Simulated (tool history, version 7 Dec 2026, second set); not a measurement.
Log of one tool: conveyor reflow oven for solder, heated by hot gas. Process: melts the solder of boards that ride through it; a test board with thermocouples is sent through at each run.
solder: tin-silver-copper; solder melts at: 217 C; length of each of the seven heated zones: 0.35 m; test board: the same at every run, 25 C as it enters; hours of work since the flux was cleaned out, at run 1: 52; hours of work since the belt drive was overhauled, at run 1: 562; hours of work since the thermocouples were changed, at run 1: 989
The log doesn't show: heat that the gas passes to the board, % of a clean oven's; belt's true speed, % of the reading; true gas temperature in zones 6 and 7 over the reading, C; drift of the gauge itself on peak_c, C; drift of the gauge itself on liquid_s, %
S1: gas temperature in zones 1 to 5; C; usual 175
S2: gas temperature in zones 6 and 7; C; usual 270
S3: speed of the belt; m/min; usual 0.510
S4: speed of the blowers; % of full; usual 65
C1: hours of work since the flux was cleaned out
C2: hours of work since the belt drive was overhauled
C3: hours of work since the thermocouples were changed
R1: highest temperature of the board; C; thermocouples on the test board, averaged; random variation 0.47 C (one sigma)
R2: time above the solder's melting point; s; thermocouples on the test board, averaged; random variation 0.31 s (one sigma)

run 1 hour=0.0 | S1=175 S2=270 S3=0.510 S4=65 | C1=52 C2=562 C3=989 | R1=252.9 R2=63.0
run 2 hour=22.5 | S1=175 S2=270 S3=0.510 S4=65 | C1=70 C2=580 C3=1007 | R1=253.4 R2=62.9
run 3 hour=48.7 | S1=175 S2=270 S3=0.510 S4=65 | C1=90 C2=601 C3=1027 | R1=253.1 R2=63.5
run 4 hour=66.6 | S1=175 S2=270 S3=0.510 S4=65 | C1=105 C2=615 C3=1042 | R1=254.1 R2=62.9
run 5 hour=90.8 | S1=175 S2=270 S3=0.510 S4=89 | C1=124 C2=634 C3=1061 | R1=256.9 R2=66.7
run 6 hour=115.1 | S1=175 S2=270 S3=0.510 S4=89 | C1=143 C2=653 C3=1080 | R1=258.2 R2=66.7
run 7 hour=134.6 | S1=175 S2=270 S3=0.510 S4=89 | C1=159 C2=669 C3=1095 | R1=257.7 R2=66.5
run 8 hour=167.2 | S1=175 S2=270 S3=0.510 S4=89 | C1=184 C2=694 C3=1121 | R1=257.1 R2=66.7
run 9 hour=195.7 | S1=175 S2=270 S3=0.590 S4=65 | C1=207 C2=717 C3=1144 | R1=248.7 R2=49.5
-- hour=215.2 flux residue cleaned out of gas plates and filters
run 10 hour=240.3 | S1=175 S2=270 S3=0.590 S4=65 | C1=20 C2=748 C3=1175 | R1=248.1 R2=49.5
run 11 hour=267.2 | S1=175 S2=270 S3=0.590 S4=65 | C1=41 C2=770 C3=1197 | R1=248.8 R2=49.0
run 12 hour=304.0 | S1=175 S2=270 S3=0.590 S4=65 | C1=70 C2=799 C3=1226 | R1=247.9 R2=49.9
-- hour=332.3 thermocouples of zones 6 and 7 changed
run 13 hour=343.3 | S1=175 S2=270 S3=0.584 S4=79 | C1=100 C2=828 C3=9 | R1=252.5 R2=53.3
run 14 hour=371.2 | S1=175 S2=270 S3=0.510 S4=61 | C1=122 C2=851 C3=31 | R1=253.0 R2=61.7
run 15 hour=392.5 | S1=175 S2=270 S3=0.510 S4=61 | C1=139 C2=867 C3=48 | R1=252.6 R2=61.8
run 16 hour=422.2 | S1=175 S2=270 S3=0.510 S4=61 | C1=162 C2=891 C3=71 | R1=253.6 R2=62.0
run 17 hour=446.6 | S1=175 S2=270 S3=0.510 S4=61 | C1=182 C2=910 C3=91 | R1=252.4 R2=61.9
run 18 hour=479.7 | S1=176 S2=270 S3=0.510 S4=61 | C1=208 C2=937 C3=117 | R1=252.7 R2=62.4
-- hour=499.2 flux residue cleaned out of gas plates and filters
run 19 hour=520.4 | S1=162 S2=273 S3=0.460 S4=84 | C1=17 C2=965 C3=145 | R1=261.0 R2=71.7
run 20 hour=560.7 | S1=165 S2=280 S3=0.501 S4=52 | C1=49 C2=997 C3=177 | R1=257.7 R2=61.9
run 21 hour=585.0 | S1=175 S2=268 S3=0.451 S4=65 | C1=68 C2=1016 C3=196 | R1=255.0 R2=73.4
run 22 hour=612.9 | S1=175 S2=268 S3=0.451 S4=65 | C1=90 C2=1038 C3=218 | R1=255.3 R2=73.5

Forecast each of these 4 alternatives for the next run:
run A hour=650.8 | S1=175 S2=277 S3=0.451 S4=65 | C1=120 C2=1068 C3=248 | R1=? R2=?
run B hour=650.8 | S1=164 S2=268 S3=0.540 S4=65 | C1=120 C2=1068 C3=248 | R1=? R2=?
run C hour=650.8 | S1=189 S2=259 S3=0.432 S4=65 | C1=120 C2=1068 C3=248 | R1=? R2=?
run D hour=650.8 | S1=175 S2=274 S3=0.585 S4=50 | C1=120 C2=1068 C3=248 | R1=? R2=?

run=A R1=263.4 R2=78.9
run=B R1=247.0 R2=50.4
run=C R1=250.2 R2=80.2
run=D R1=248.2 R2=48.9
Without the tool's hidden state the same runs would have given:
run=A R1=263.4 R2=78.9
run=B R1=247.1 R2=50.5
run=C R1=250.3 R2=80.2
run=D R1=248.3 R2=48.9
